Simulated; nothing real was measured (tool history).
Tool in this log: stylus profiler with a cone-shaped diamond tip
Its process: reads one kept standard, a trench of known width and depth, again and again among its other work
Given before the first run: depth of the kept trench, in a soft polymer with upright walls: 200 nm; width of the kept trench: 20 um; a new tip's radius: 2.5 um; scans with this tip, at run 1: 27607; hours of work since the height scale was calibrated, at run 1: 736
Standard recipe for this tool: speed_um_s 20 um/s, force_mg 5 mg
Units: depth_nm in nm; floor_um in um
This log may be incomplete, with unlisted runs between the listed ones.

run	day	speed_um_s	force_mg	scans with this tip	hours of work since the height scale was calibrated	depth_nm	floor_um
1	0	20	5	27607	736	203.29	17.93
2	3.179	20	3.75	28081	786	202.68	17.92
3	7.1	20	3.75	28666	848	202.68	17.95
4	10.238	20	5	29134	898	203.24	17.95
5	13.367	20	5	29600	947	203.27	17.95
6	16.138	11	5	30014	991	203.19	17.96
# day 18.292: height scale calibrated on a step standard
7	19.033	11	5	30442	12	203.27	17.96
8	20.946	11	5	30728	42	203.29	17.94
9	23.017	20	5	31036	75	203.29	17.94
10	24.938	13	5	31323	105	203.21	17.95
11	27.321	13	5	31678	142	203.25	17.95
12	32.067	15	5	32386	217	203.25	17.94
13	36.712	22	5	33079	291	203.25	17.96
14	39.554	20	5	33503	335	203.29	17.95
15	42.338	20	5	33917	379	203.21	18.03
16	46.912	20	5	34600	452	203.26	17.97
17	48.85	20	5	34889	482	203.24	17.89
18	51.796	20	5	35328	529	203.23	17.94
19	56.229	31	5	35989	598	203.17	17.94
20	59.192	20	2.09	36431	645	201.8	17.87
21	61.479	20	2.09	36772	681	201.81	17.93
22	64.038	29	5	37154	722	203.25	17.94
23	66.608	29	5	37537	762	203.26	17.87
24	68.846	29	5	37871	798	203.27	17.94
25	73.308	29	5	38536	868	203.27	17.89
# day 74.35: new tip fitted, height scale calibrated
26	77.517	20	2.45	472	50	202	17.93
27	79.529	26	3.31	772	82	202.55	17.94
28	81.762	61	7.36	1105	117	204.24	17.87
29	83.846	10	1.75	1416	150	201.62	18.01
30	86.488	10	1.75	1810	191	201.65	17.97
31	89.554	6	2.09	2267	240	201.79	17.96
32	93.25	34	8.38	2818	298	204.64	17.99
33	96.996	17	9.17	3377	357	204.9	18.01
34	99.246	79	13.22	3712	393	206.21	17.83
35	102.158	79	13.22	4146	439	206.25	17.87
36	105.629	16	5.23	4665	493	203.36	18.03
37	109.796	16	5.23	5286	559	203.37	17.94
38	113.783	54	4.21	5880	622	202.91	17.78
39	118.533	7	5	6589	697	203.25	18.01
40	121.183	7	5	6984	739	203.23	18.02
41	123.192	52	5	7283	770	203.19	17.88
42	125.771	52	5	7668	811	203.22	17.85
43	130.462	5	4.76	8367	885	203.09	18.02
44	132.883	5	4.51	8729	923	202.99	18.01

Expected results for the next run?
45	137.267	12	5.29	9382	993	?	?

Run 45 measured depth_nm 203.42 nm, floor_um 18.01 um.
Without the tool's hidden state the same run would have given depth_nm 203.43 nm, floor_um 18.02 um.

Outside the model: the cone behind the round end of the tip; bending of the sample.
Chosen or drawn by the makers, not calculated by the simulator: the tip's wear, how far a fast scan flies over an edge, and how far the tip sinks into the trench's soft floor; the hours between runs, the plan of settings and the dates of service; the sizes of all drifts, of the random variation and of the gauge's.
